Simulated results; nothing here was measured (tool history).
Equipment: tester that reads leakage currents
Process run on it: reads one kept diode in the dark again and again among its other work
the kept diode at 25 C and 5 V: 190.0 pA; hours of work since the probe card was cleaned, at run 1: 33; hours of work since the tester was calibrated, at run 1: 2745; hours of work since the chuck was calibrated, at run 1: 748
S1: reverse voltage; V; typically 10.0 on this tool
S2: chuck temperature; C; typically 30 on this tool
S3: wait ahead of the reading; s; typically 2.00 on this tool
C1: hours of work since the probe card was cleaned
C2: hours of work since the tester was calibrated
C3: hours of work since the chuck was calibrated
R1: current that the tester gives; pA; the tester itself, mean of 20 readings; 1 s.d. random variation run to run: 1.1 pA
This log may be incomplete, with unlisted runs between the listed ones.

run,hour,S1,S2,S3,C1,C2,C3,R1
1,0.0,10.0,30,2.00,33,2745,748,389.84
2,154.3,10.0,30,1.00,109,2822,825,393.56
# hour 282.7: tester calibrated
3,307.2,10.0,30,1.34,184,12,900,398.93
4,433.0,10.0,30,2.67,247,75,963,400.54
5,548.9,10.0,30,2.00,305,132,1020,402.91
6,658.2,10.0,30,2.00,359,187,1075,405.33
7,835.9,10.0,30,2.00,447,275,1163,407.44
8,949.7,19.4,30,2.00,504,332,1220,532.47
9,1190.7,19.4,46,2.00,624,452,1340,1621.59
10,1296.0,19.4,46,2.00,676,504,1392,1627.42
11,1460.5,19.4,46,2.00,758,586,1474,1632.26
# hour 1511.5: tester calibrated, once more
12,1573.8,19.4,46,2.00,813,31,1529,1588.06
13,1748.4,19.4,46,2.00,900,118,1616,1598.31
14,1924.5,19.4,46,2.00,988,205,1704,1600.18
15,2056.0,10.0,30,2.00,1053,271,1769,412.19
16,2302.8,10.0,30,2.00,1176,394,1892,415.68
17,2525.2,10.0,30,2.00,1287,504,2002,420.07
18,2763.5,10.0,30,2.00,1405,623,2121,425.50
19,2958.9,14.1,30,2.00,1502,720,2218,490.72
20,3085.8,12.9,57,3.46,1565,783,2281,2828.12
21,3188.7,12.9,57,0.31,1617,834,2332,2839.79
22,3404.8,10.0,30,1.07,1724,942,2440,434.88
# hour 3492.6: chuck's temperature calibrated
23,3641.3,10.0,30,1.07,1841,1058,74,385.32
24,3852.0,10.0,30,1.07,1946,1163,179,387.00
25,4015.1,10.0,20,1.07,2027,1244,260,189.98
26,4193.5,10.0,20,1.07,2115,1333,349,191.54
27,4436.4,10.0,20,1.07,2236,1454,469,192.53
28,4623.9,7.7,52,0.47,2330,1547,563,1576.62
29,4764.7,7.7,52,0.47,2400,1617,633,1580.44
30,4942.2,1.1,30,0.61,2488,1706,721,164.45
31,5121.8,10.0,30,8.15,2577,1795,810,403.86
32,5293.1,2.4,23,8.15,2662,1880,896,135.44
# hour 5463.5: probe card cleaned and baked
33,5543.2,2.4,23,8.15,40,2003,1019,132.63
34,5755.2,5.0,40,4.22,145,2108,1124,613.92
35,5886.0,10.0,37,2.95,210,2173,1189,658.05
36,6123.0,10.0,37,2.95,328,2291,1307,665.04
37,6232.3,10.0,40,1.32,382,2346,1361,822.22

What would each run have given without the hidden state, its run-to-run variation left as it was?
The hidden state here: stray current of the dirty probe card, pA a volt; current scale over the true one, %; true chuck temperature over the reading, C; drift of the gauge itself on leakage_pa, %.
run,R1
1,364.22
2,365.39
3,364.27
4,363.83
5,364.30
6,364.88
7,364.17
8,472.25
9,1447.37
10,1448.26
11,1444.93
12,1450.82
13,1452.32
14,1445.36
15,364.29
16,363.87
17,364.69
18,366.29
19,417.42
20,2497.14
21,2501.06
22,365.58
23,367.76
24,366.44
25,172.69
26,172.64
27,171.61
28,1497.50
29,1494.50
30,153.41
31,364.32
32,122.41
33,122.16
34,565.84
35,602.52
36,603.98
37,745.59
